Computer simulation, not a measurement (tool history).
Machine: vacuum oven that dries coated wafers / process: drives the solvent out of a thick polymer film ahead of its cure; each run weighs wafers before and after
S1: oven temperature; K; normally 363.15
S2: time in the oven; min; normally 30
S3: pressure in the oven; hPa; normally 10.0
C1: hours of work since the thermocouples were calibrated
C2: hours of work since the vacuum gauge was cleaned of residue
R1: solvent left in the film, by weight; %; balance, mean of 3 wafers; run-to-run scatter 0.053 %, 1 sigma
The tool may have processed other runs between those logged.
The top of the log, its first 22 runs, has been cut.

Run 23, day 14.979: usual settings but S1 355.15 K; C1 80; C2 461. Result: R1 3.80 %.
Run 24, day 15.421: usual settings but S1 357.15 K, S2 37 min; C1 85; C2 466. Result: R1 2.68 %.
Run 25, day 15.858: usual settings but S1 357.15 K, S2 37 min; C1 89; C2 470. Result: R1 2.75 %.
Run 26, day 16.738: usual settings but S1 364.15 K, S2 16 min, S3 20.5 hPa; C1 98; C2 479. Result: R1 4.62 %.
Run 27, day 17.538: usual settings but S1 369.15 K; C1 106; C2 487. Result: R1 1.45 %.
Run 28, day 18.042: usual settings but S1 369.15 K, S2 16 min; C1 111; C2 492. Result: R1 2.53 %.
Run 29, day 18.662: usual settings; C1 118; C2 499. Result: R1 2.17 %.
Run 30, day 19.458: usual settings; C1 126; C2 507. Result: R1 2.13 %.
Run 31, day 20.046: usual settings but S1 369.15 K, S2 16 min; C1 132; C2 513. Result: R1 2.48 %.
Run 32, day 20.817: usual settings but S1 369.15 K, S2 16 min; C1 139; C2 521. Result: R1 2.60 %.
Run 33, day 21.704: usual settings but S1 375.15 K, S2 23 min, S3 5.3 hPa; C1 148; C2 530. Result: R1 0.87 %.
Run 34, day 22.588: usual settings but S1 371.15 K, S3 7.6 hPa; C1 157; C2 539. Result: R1 1.12 %.
Run 35, day 23.433: usual settings but S1 371.15 K, S3 7.6 hPa; C1 166; C2 547. Result: R1 1.13 %.
Run 36, day 24.275: usual settings but S3 17.4 hPa; C1 174; C2 556. Result: R1 3.23 %.
Run 37, day 25.125: usual settings but S3 17.4 hPa; C1 183; C2 564. Result: R1 3.19 %.
Run 38, day 26.029: usual settings but S3 10.2 hPa; C1 192; C2 573. Result: R1 2.19 %.
Run 39, day 26.783: usual settings but S1 374.15 K, S2 50 min, S3 26.3 hPa; C1 200; C2 581. Result: R1 2.60 %.
Run 40, day 27.538: usual settings but S1 357.15 K, S2 24 min, S3 9.7 hPa; C1 207; C2 589. Result: R1 4.02 %.
Run 41, day 28.129: usual settings but S1 375.15 K, S2 15 min; C1 213; C2 595. Result: R1 1.78 %.
Run 42, day 28.533: usual settings but S1 362.15 K, S2 35 min, S3 20.7 hPa; C1 218; C2 599. Result: R1 3.58 %.
Run 43, day 29.221: usual settings but S2 42 min, S3 9.6 hPa; C1 225; C2 606. Result: R1 1.83 %.
Run 44, day 29.604: usual settings but S2 42 min, S3 9.6 hPa; C1 228; C2 610. Result: R1 1.75 %.
Run 45, day 30.262: usual settings but S1 374.15 K, S2 42 min, S3 28.8 hPa; C1 235; C2 616. Result: R1 2.81 %.
Run 46, day 30.971: usual settings but S1 374.15 K, S2 42 min, S3 28.8 hPa; C1 242; C2 623. Result: R1 2.79 %.

Predict each of these 5 candidate next runs independently; none follows another, all start after run 46:
Run A, day 31.746: usual settings but S2 47 min, S3 22.1 hPa; C1 250; C2 631. Result: R1 ?.
Run B, day 31.746: usual settings but S1 364.15 K, S2 42 min, S3 28.8 hPa; C1 250; C2 631. Result: R1 ?.
Run C, day 31.746: usual settings but S1 354.15 K, S3 14.0 hPa; C1 250; C2 631. Result: R1 ?.
Run D, day 31.746: usual settings; C1 250; C2 631. Result: R1 ?.
Run E, day 31.746: usual settings but S2 36 min; C1 250; C2 631. Result: R1 ?.

run    R1
  A  3.38
  B  4.13
  C  4.92
  D  2.35
  E  1.86
Without the tool's hidden state the same runs would have given:
run    R1
  A  2.96
  B  3.72
  C  4.35
  D  1.93
  E  1.46
